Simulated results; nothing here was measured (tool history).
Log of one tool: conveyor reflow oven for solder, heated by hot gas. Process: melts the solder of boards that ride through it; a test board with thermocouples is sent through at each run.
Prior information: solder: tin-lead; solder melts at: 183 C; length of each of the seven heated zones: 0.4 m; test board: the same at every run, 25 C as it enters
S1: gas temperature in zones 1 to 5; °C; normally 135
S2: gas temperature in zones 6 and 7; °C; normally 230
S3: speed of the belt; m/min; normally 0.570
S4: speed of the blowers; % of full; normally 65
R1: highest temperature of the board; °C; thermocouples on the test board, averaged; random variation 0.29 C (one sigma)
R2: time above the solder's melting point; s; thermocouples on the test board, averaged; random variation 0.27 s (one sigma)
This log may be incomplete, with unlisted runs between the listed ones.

run 1 hour=0.0 | S1=135 S2=230 S3=0.570 S4=65 | R1=216.7 R2=62.5
run 2 hour=48.7 | S1=140 S2=230 S3=0.570 S4=65 | R1=217.6 R2=65.0
run 3 hour=100.4 | S1=140 S2=230 S3=0.570 S4=65 | R1=216.6 R2=64.5
run 4 hour=128.4 | S1=135 S2=230 S3=0.570 S4=65 | R1=216.6 R2=62.6
run 5 hour=191.3 | S1=135 S2=222 S3=0.570 S4=65 | R1=209.3 R2=55.4
run 6 hour=238.2 | S1=135 S2=222 S3=0.570 S4=65 | R1=208.7 R2=55.3
run 7 hour=273.1 | S1=135 S2=222 S3=0.570 S4=65 | R1=209.0 R2=55.4
run 8 hour=318.3 | S1=135 S2=222 S3=0.570 S4=55 | R1=207.1 R2=53.1
-- hour=336.1 flux residue cleaned out of gas plates and filters
run 9 hour=370.4 | S1=135 S2=222 S3=0.570 S4=55 | R1=208.0 R2=54.5
run 10 hour=400.3 | S1=135 S2=222 S3=0.570 S4=55 | R1=208.3 R2=54.5
run 11 hour=441.3 | S1=135 S2=230 S3=0.570 S4=65 | R1=216.6 R2=63.8
run 12 hour=500.7 | S1=135 S2=230 S3=0.570 S4=65 | R1=217.5 R2=63.3
run 13 hour=532.0 | S1=135 S2=230 S3=0.570 S4=65 | R1=217.3 R2=63.4
run 14 hour=591.6 | S1=135 S2=230 S3=0.570 S4=65 | R1=216.4 R2=63.5
-- hour=628.5 belt drive overhauled, speed set with a stopwatch
run 15 hour=653.9 | S1=135 S2=230 S3=0.570 S4=50 | R1=214.0 R2=58.7
run 16 hour=710.2 | S1=134 S2=224 S3=0.523 S4=65 | R1=213.2 R2=64.0
run 17 hour=760.2 | S1=134 S2=224 S3=0.523 S4=65 | R1=213.2 R2=64.6
run 18 hour=815.1 | S1=134 S2=224 S3=0.523 S4=65 | R1=213.0 R2=64.8
-- hour=844.8 flux residue cleaned out of gas plates and filters
run 19 hour=854.3 | S1=135 S2=239 S3=0.570 S4=65 | R1=225.2 R2=68.8
run 20 hour=884.5 | S1=121 S2=230 S3=0.570 S4=53 | R1=213.7 R2=53.7
run 21 hour=917.0 | S1=138 S2=230 S3=0.515 S4=65 | R1=221.0 R2=74.4
run 22 hour=969.9 | S1=138 S2=230 S3=0.615 S4=65 | R1=216.0 R2=57.5
run 23 hour=1006.0 | S1=138 S2=230 S3=0.615 S4=65 | R1=215.4 R2=57.6
run 24 hour=1064.7 | S1=149 S2=230 S3=0.507 S4=65 | R1=222.4 R2=82.3
run 25 hour=1109.1 | S1=149 S2=230 S3=0.507 S4=65 | R1=221.6 R2=81.7
run 26 hour=1150.9 | S1=135 S2=227 S3=0.601 S4=87 | R1=215.7 R2=58.8
run 27 hour=1203.3 | S1=135 S2=227 S3=0.601 S4=87 | R1=215.3 R2=58.6
run 28 hour=1250.7 | S1=135 S2=227 S3=0.601 S4=87 | R1=215.4 R2=59.1
run 29 hour=1300.6 | S1=135 S2=227 S3=0.601 S4=87 | R1=215.7 R2=59.1
-- hour=1348.6 flux residue cleaned out of gas plates and filters
run 30 hour=1368.1 | S1=140 S2=234 S3=0.601 S4=82 | R1=223.0 R2=66.3

5 options for the next run, each taken on its own from the tool as it stands now. Forecast them:
run A hour=1426.7 | S1=148 S2=230 S3=0.674 S4=87 | R1=? R2=?
run B hour=1426.7 | S1=138 S2=230 S3=0.554 S4=64 | R1=? R2=?
run C hour=1426.7 | S1=125 S2=236 S3=0.570 S4=54 | R1=? R2=?
run D hour=1426.7 | S1=135 S2=230 S3=0.606 S4=74 | R1=? R2=?
run E hour=1426.7 | S1=145 S2=234 S3=0.601 S4=82 | R1=? R2=?

run=A R1=218.2 R2=58.8
run=B R1=219.0 R2=67.9
run=C R1=219.7 R2=61.8
run=D R1=217.7 R2=59.9
run=E R1=223.6 R2=69.3
What these runs would have given with no unlogged condition in the tool:
run=A R1=216.9 R2=57.6
run=B R1=217.7 R2=66.4
run=C R1=218.4 R2=60.3
run=D R1=216.5 R2=58.5
run=E R1=222.3 R2=68.0

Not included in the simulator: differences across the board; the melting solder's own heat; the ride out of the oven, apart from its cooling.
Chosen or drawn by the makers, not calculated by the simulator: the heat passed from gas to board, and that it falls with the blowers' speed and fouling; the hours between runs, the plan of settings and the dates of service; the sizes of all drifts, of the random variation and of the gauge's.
